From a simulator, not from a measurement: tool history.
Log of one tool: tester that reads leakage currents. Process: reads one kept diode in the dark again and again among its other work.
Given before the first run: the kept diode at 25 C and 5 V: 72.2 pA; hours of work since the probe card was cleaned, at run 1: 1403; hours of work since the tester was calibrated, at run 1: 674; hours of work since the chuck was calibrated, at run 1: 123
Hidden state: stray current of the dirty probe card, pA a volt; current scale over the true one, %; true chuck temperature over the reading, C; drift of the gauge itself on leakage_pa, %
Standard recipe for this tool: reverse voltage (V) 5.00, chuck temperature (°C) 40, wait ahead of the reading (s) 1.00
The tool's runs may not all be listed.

run,hour,reverse voltage (V),chuck temperature (°C),wait ahead of the reading (s),hours of work since the probe card was cleaned,hours of work since the tester was calibrated,hours of work since the chuck was calibrated,current that the tester gives (pA)
1,0.0,5.00,40,1.00,1403,674,123,232.07
2,26.7,5.00,40,1.00,1423,695,144,231.93
3,45.7,5.00,40,1.00,1438,710,159,231.81
4,76.3,1.59,40,1.00,1462,734,183,128.17
5,91.4,1.59,40,1.00,1474,745,195,128.13
6,123.1,1.59,40,1.00,1499,770,219,127.56
7,148.1,1.59,40,1.00,1518,790,239,127.75
8,175.1,1.59,40,1.00,1540,811,260,127.19
9,205.2,1.59,40,0.41,1563,834,284,128.18
10,226.5,1.59,40,0.41,1580,851,300,127.24
11,258.7,1.59,40,0.41,1605,876,325,127.21
12,293.3,1.59,40,0.41,1632,903,352,127.13
13,316.7,5.00,40,1.00,1650,922,371,226.72
14,331.3,5.00,40,1.00,1662,933,382,227.64
15,358.4,5.00,40,5.95,1683,954,403,225.21
16,391.3,5.00,49,1.00,1709,980,429,428.18
17,407.3,5.00,49,1.00,1721,992,442,429.17
18,431.1,1.38,40,1.51,1740,1011,460,116.47
19,454.9,1.28,40,6.33,1758,1030,479,111.48
20,478.0,1.28,40,6.33,1776,1048,497,111.10
21,511.1,1.28,24,3.28,1802,1074,523,32.28
22,542.9,5.00,30,6.00,1827,1098,548,105.42
# hour 548.4: chuck's temperature calibrated
23,566.8,1.89,47,1.00,1844,1116,14,231.12
24,582.0,1.89,47,1.00,1856,1127,26,230.64
25,599.8,5.00,55,1.00,1870,1141,40,655.84
26,632.6,19.86,27,0.38,1896,1167,66,191.17
27,653.4,19.86,31,0.45,1912,1183,82,251.59
28,677.3,19.86,31,0.45,1931,1202,101,251.93
29,698.4,19.86,31,0.45,1947,1218,117,251.23
30,728.8,6.16,22,0.34,1971,1242,141,69.01
31,744.2,5.00,25,2.25,1983,1254,153,73.30
32,767.1,5.00,25,2.25,2001,1272,171,73.02
33,786.8,7.14,37,0.43,2016,1288,186,221.94
34,820.1,7.14,37,0.43,2042,1314,212,222.42

5 options for the next run, each taken on its own from the tool as it stands now. Forecast them:
A,835.0,4.87,40,1.00,2054,1325,224,?
B,835.0,9.78,41,0.40,2054,1325,224,?
C,835.0,5.00,23,1.00,2054,1325,224,?
D,835.0,13.90,47,8.53,2054,1325,224,?
E,835.0,5.00,21,1.00,2054,1325,224,?

run,current that the tester gives (pA)
A,223.65
B,350.00
C,62.95
D,634.19
E,54.01
With the hidden condition removed and each run's random variation left untouched, the same runs would have given:
run,current that the tester gives (pA)
A,228.50
B,356.21
C,62.62
D,647.01
E,53.37

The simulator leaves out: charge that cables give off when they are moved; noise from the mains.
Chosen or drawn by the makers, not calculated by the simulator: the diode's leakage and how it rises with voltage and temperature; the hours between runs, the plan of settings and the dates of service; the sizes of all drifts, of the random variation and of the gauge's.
